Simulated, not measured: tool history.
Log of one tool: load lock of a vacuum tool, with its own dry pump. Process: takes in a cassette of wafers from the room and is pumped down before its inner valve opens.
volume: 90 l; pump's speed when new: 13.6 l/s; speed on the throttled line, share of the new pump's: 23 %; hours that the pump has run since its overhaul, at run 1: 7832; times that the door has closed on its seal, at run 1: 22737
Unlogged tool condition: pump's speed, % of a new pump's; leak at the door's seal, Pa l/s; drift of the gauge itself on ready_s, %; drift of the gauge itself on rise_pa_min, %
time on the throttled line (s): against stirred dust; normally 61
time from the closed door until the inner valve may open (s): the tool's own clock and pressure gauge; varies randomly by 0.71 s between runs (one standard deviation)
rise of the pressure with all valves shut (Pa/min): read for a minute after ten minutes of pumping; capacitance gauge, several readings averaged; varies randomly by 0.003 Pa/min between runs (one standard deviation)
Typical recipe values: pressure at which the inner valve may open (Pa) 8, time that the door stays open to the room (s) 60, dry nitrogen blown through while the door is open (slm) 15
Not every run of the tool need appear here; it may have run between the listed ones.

run,hour,time on the throttled line (s),pressure at which the inner valve may open (Pa),time that the door stays open to the room (s),dry nitrogen blown through while the door is open (slm),hours that the pump has run since its overhaul,times that the door has closed on its seal,"incoming humidity of the room's air, %",time from the closed door until the inner valve may open (s),rise of the pressure with all valves shut (Pa/min)
1,0.0,61,8,60,15,7832,22737,45.7,112.7,0.286
2,388.9,61,8,60,15,8221,24130,49.0,113.9,0.324
3,813.8,61,8,82,15,8646,25653,44.7,113.1,0.339
4,1065.6,61,8,37,15,8897,26555,44.5,114.5,0.349
5,1286.3,61,14,60,15,9118,27346,41.6,108.9,0.369
6,1744.8,82,14,60,15,9577,28990,45.5,125.1,0.392
7,2097.8,87,14,60,15,9930,30255,46.2,129.5,0.423
8,2445.1,61,8,60,15,10277,31500,45.2,114.8,0.449
9,2858.7,61,8,60,15,10690,32982,48.7,114.7,0.476
10,3326.3,61,8,60,15,11158,34657,47.1,115.8,0.523
11,3722.7,61,8,60,15,11554,36078,46.0,115.5,0.549
12,4239.3,61,8,60,15,12071,37930,43.2,116.4,0.584
# hour 4406.6: door's seal changed, seat wiped
13,4715.8,61,8,60,15,12546,1108,46.5,114.8,0.024
14,5146.7,61,8,60,15,12977,2652,40.5,115.6,0.030
15,5467.3,61,8,60,15,13298,3801,43.0,114.7,0.036
16,5973.4,61,8,60,15,13804,5615,46.3,116.2,0.053
17,6429.3,56,9,31,5,14260,7249,45.9,111.3,0.067
18,6876.3,36,8,55,42,14707,8851,43.9,96.5,0.070
19,7382.5,36,8,55,42,15213,10665,46.8,97.8,0.092
20,7861.3,36,8,55,42,15692,12381,44.1,97.0,0.105
21,8264.2,67,8,60,38,16094,13825,45.8,120.6,0.120
22,8783.5,61,13,60,15,16614,15686,41.4,112.7,0.148
23,9179.7,61,13,60,15,17010,17106,44.3,112.9,0.173
24,9529.0,73,15,60,5,17359,18358,44.3,121.7,0.196
25,9910.8,73,15,60,5,17741,19726,46.9,120.6,0.220
26,10182.2,73,15,60,5,18013,20699,46.3,121.8,0.234
27,10589.8,73,15,60,5,18420,22159,45.2,120.9,0.268

Branching from run 27: 3 alternative next runs. What would each branch give?
# hour 10859.5: dry pump taken out, an overhauled one fitted
A,11058.7,37,15,140,5,199,23818,45.1,?,?
# hour 10859.5: dry pump taken out, an overhauled one fitted
B,11058.7,61,8,143,15,199,23818,44.6,?,?
# hour 10859.5: dry pump taken out, an overhauled one fitted
C,11058.7,77,15,60,26,199,23818,44.0,?,?

run,time from the closed door until the inner valve may open (s),rise of the pressure with all valves shut (Pa/min)
A,87.9,0.310
B,109.8,0.287
C,116.9,0.274
Stripped of hidden state, with their random variation kept, the same runs would have yielded:
run,time from the closed door until the inner valve may open (s),rise of the pressure with all valves shut (Pa/min)
A,88.4,0.044
B,110.3,0.021
C,117.3,0.009

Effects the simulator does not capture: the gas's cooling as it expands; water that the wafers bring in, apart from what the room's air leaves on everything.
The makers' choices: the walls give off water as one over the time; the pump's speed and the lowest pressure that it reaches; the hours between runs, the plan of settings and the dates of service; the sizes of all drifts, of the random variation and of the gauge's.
